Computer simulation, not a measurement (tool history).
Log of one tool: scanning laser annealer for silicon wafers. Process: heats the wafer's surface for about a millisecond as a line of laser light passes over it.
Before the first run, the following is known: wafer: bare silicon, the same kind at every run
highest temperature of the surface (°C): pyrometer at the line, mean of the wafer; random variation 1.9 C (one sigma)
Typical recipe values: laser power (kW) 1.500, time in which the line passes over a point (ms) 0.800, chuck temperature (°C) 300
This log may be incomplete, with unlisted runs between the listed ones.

run	hour	laser power (kW)	time in which the line passes over a point (ms)	chuck temperature (°C)	highest temperature of the surface (°C)
1	0.0	1.500	0.800	300	1112
2	9.5	1.500	0.800	300	1115
3	15.3	1.500	0.800	300	1113
4	26.4	1.500	0.800	300	1112
5	37.3	1.500	0.800	288	1100
6	45.0	1.500	0.800	300	1110
7	50.2	1.500	0.800	300	1111
8	56.7	1.500	0.800	300	1108
9	64.2	1.500	0.800	300	1110
10	70.7	1.500	0.800	300	1114
11	76.8	1.500	0.800	300	1111
12	87.1	1.500	0.800	300	1106
13	93.9	1.500	0.800	281	1093
14	104.9	1.470	0.800	300	1085
15	116.0	1.470	0.800	300	1088
16	127.3	1.589	0.927	288	1213
17	134.7	1.280	0.800	300	958
18	140.4	1.579	0.800	299	1157
19	149.0	1.579	0.800	299	1158
20	155.9	1.610	0.580	312	1080
21	167.1	1.500	0.944	300	1162
22	176.9	1.552	0.571	300	1025
23	184.2	1.638	0.778	333	1221
24	194.9	1.638	0.778	335	1223
25	200.9	1.413	0.800	300	1046
26	210.5	1.413	0.800	300	1043
27	218.4	1.413	0.800	300	1043
28	228.1	1.498	0.885	300	1132
29	233.8	1.619	0.734	274	1123
30	239.7	1.619	0.734	274	1126

Selected run-to-run steps in highest temperature of the surface (°C), each split into two signed amounts: the part the tool would show with no hidden state at all (from settings, incoming material and random variation), and the remainder, which goes to the hidden state together with any gauge scatter not common to the measured and the hidden-state-free results:
Hidden state at play: light that passes the window, % of a clean one's; laser's true power over the reading, %; width of the line over the set one, %; drift of the gauge itself on peak_c, C.
Run 15 -> 16: laser power (kW) 1.470 -> 1.589, time in which the line passes over a point (ms) 0.800 -> 0.927, chuck temperature (°C) 300 -> 288. highest temperature of the surface (°C) +125: hidden state -6, all else +131.
Run 16 -> 17: laser power (kW) 1.589 -> 1.280, time in which the line passes over a point (ms) 0.927 -> 0.800, chuck temperature (°C) 288 -> 300. highest temperature of the surface (°C) -255: hidden state +8, all else -263.
Run 17 -> 18: laser power (kW) 1.280 -> 1.579, chuck temperature (°C) 300 -> 299. highest temperature of the surface (°C) +199: hidden state -6, all else +205.
Run 22 -> 23: laser power (kW) 1.552 -> 1.638, time in which the line passes over a point (ms) 0.571 -> 0.778, chuck temperature (°C) 300 -> 333. highest temperature of the surface (°C) +196: hidden state -6, all else +202.
